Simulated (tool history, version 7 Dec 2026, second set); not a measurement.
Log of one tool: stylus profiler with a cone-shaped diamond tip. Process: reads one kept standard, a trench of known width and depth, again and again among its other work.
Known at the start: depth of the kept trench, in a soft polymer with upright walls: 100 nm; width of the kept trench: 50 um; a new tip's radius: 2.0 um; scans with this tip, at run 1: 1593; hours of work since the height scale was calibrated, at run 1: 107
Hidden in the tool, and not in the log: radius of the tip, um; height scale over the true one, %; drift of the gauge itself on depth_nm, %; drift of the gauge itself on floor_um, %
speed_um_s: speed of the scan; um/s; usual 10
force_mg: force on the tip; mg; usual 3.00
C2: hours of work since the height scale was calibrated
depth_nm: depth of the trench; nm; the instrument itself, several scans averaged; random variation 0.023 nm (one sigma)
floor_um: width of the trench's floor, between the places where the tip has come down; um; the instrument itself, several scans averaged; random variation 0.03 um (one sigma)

Run 1, hour 0.0: usual settings; scans with this tip 1593; C2 107. Result: depth_nm 100.66 nm, floor_um 48.67 um.
Run 2, hour 24.2: usual settings; scans with this tip 1798; C2 121. Result: depth_nm 100.70 nm, floor_um 48.69 um.
Run 3, hour 48.5: usual settings; scans with this tip 2005; C2 135. Result: depth_nm 100.67 nm, floor_um 48.69 um.
Run 4, hour 70.6: usual settings; scans with this tip 2192; C2 148. Result: depth_nm 100.68 nm, floor_um 48.70 um.
Run 5, hour 88.5: usual settings but force_mg 2.44 mg; scans with this tip 2344; C2 158. Result: depth_nm 100.60 nm, floor_um 48.62 um.
Run 6, hour 101.2: usual settings but speed_um_s 14 um/s; scans with this tip 2452; C2 165. Result: depth_nm 100.67 nm, floor_um 48.67 um.
Run 7, hour 122.7: usual settings but speed_um_s 14 um/s; scans with this tip 2635; C2 177. Result: depth_nm 100.66 nm, floor_um 48.71 um.
Run 8, hour 144.0: usual settings but speed_um_s 14 um/s; scans with this tip 2816; C2 189. Result: depth_nm 100.65 nm, floor_um 48.69 um.
Run 9, hour 165.7: usual settings but speed_um_s 14 um/s; scans with this tip 3000; C2 202. Result: depth_nm 100.65 nm, floor_um 48.70 um.
Run 10, hour 190.2: usual settings but speed_um_s 14 um/s; scans with this tip 3208; C2 216. Result: depth_nm 100.66 nm, floor_um 48.69 um.
Run 11, hour 213.1: usual settings but speed_um_s 14 um/s; scans with this tip 3403; C2 229. Result: depth_nm 100.67 nm, floor_um 48.72 um.
Run 12, hour 230.7: usual settings but speed_um_s 3 um/s, force_mg 1.05 mg; scans with this tip 3552; C2 239. Result: depth_nm 100.30 nm, floor_um 48.72 um.
Run 13, hour 250.9: usual settings but speed_um_s 3 um/s, force_mg 1.05 mg; scans with this tip 3723; C2 251. Result: depth_nm 100.32 nm, floor_um 48.75 um.
Run 14, hour 268.4: usual settings but speed_um_s 3 um/s, force_mg 1.05 mg; scans with this tip 3871; C2 261. Result: depth_nm 100.31 nm, floor_um 48.78 um.
Run 15, hour 289.8: usual settings but speed_um_s 20 um/s, force_mg 4.59 mg; scans with this tip 4054; C2 273. Result: depth_nm 100.91 nm, floor_um 48.68 um.
Run 16, hour 313.9: usual settings but speed_um_s 20 um/s, force_mg 2.55 mg; scans with this tip 4258; C2 287. Result: depth_nm 100.60 nm, floor_um 48.74 um.
Run 17, hour 336.0: usual settings but speed_um_s 2 um/s, force_mg 1.40 mg; scans with this tip 4446; C2 299. Result: depth_nm 100.43 nm, floor_um 48.76 um.
Run 18, hour 354.4: usual settings but speed_um_s 3 um/s, force_mg 1.40 mg; scans with this tip 4602; C2 310. Result: depth_nm 100.42 nm, floor_um 48.76 um.

Forecast each of these 4 alternatives for the next run:
Run A, hour 377.2: usual settings but speed_um_s 3 um/s, force_mg 2.83 mg; scans with this tip 4795; C2 323. Result: depth_nm ?, floor_um ?.
Run B, hour 377.2: usual settings but speed_um_s 16 um/s, force_mg 1.40 mg; scans with this tip 4795; C2 323. Result: depth_nm ?, floor_um ?.
Run C, hour 377.2: usual settings but speed_um_s 8 um/s, force_mg 1.82 mg; scans with this tip 4795; C2 323. Result: depth_nm ?, floor_um ?.
Run D, hour 377.2: usual settings but speed_um_s 20 um/s, force_mg 3.68 mg; scans with this tip 4795; C2 323. Result: depth_nm ?, floor_um ?.

run  depth_nm  floor_um
  A    100.64     48.70
  B    100.42     48.67
  C    100.48     48.76
  D    100.76     48.68
Without the tool's hidden state the same runs would have given:
run  depth_nm  floor_um
  A    100.64     48.71
  B    100.43     48.67
  C    100.49     48.76
  D    100.77     48.68
